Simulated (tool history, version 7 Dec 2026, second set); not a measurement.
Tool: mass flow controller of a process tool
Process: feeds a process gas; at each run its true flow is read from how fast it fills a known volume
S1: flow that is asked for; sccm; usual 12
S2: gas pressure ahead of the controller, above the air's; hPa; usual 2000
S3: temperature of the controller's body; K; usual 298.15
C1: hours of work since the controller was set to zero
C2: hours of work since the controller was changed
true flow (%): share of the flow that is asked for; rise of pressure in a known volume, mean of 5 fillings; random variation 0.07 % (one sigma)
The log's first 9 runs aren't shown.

{"run": 10, "day": 24.792, "S1": 12, "S2": 2000, "S3": 298.15, "C1": 1380, "C2": 1380, "true flow (%)": 99.78}
{"run": 11, "day": 27.942, "S1": 12, "S2": 2000, "S3": 298.15, "C1": 1426, "C2": 1426, "true flow (%)": 99.85}
{"run": 12, "day": 29.862, "S1": 15, "S2": 2000, "S3": 298.15, "C1": 1454, "C2": 1454, "true flow (%)": 100.31}
{"day": 31.283, "done": "gauge calibrated"}
{"run": 13, "day": 32.983, "S1": 15, "S2": 2000, "S3": 298.15, "C1": 1499, "C2": 1499, "true flow (%)": 99.58}
{"run": 14, "day": 36.4, "S1": 15, "S2": 2000, "S3": 298.15, "C1": 1549, "C2": 1549, "true flow (%)": 99.58}
{"run": 15, "day": 38.188, "S1": 12, "S2": 2000, "S3": 308.15, "C1": 1575, "C2": 1575, "true flow (%)": 99.93}
{"run": 16, "day": 41.058, "S1": 12, "S2": 2000, "S3": 310.15, "C1": 1617, "C2": 1617, "true flow (%)": 100.09}
{"run": 17, "day": 44.579, "S1": 12, "S2": 2000, "S3": 299.15, "C1": 1668, "C2": 1668, "true flow (%)": 99.51}
{"run": 18, "day": 47.467, "S1": 12, "S2": 2000, "S3": 299.15, "C1": 1710, "C2": 1710, "true flow (%)": 99.57}
{"run": 19, "day": 50.721, "S1": 12, "S2": 2000, "S3": 299.15, "C1": 1757, "C2": 1757, "true flow (%)": 99.79}
{"run": 20, "day": 53.45, "S1": 12, "S2": 2000, "S3": 299.15, "C1": 1797, "C2": 1797, "true flow (%)": 99.86}
{"run": 21, "day": 56.467, "S1": 12, "S2": 2000, "S3": 299.15, "C1": 1841, "C2": 1841, "true flow (%)": 99.88}
{"run": 22, "day": 57.996, "S1": 8, "S2": 2000, "S3": 299.15, "C1": 1863, "C2": 1863, "true flow (%)": 99.3}

Forecast run 23:
{"run": 23, "day": 59.642, "S1": 10, "S2": 2510, "S3": 298.15, "C1": 1887, "C2": 1887, "true flow (%)": "?"}

true flow (%): 100.03
Without the tool's hidden state the same run would have given true flow (%) 99.29.

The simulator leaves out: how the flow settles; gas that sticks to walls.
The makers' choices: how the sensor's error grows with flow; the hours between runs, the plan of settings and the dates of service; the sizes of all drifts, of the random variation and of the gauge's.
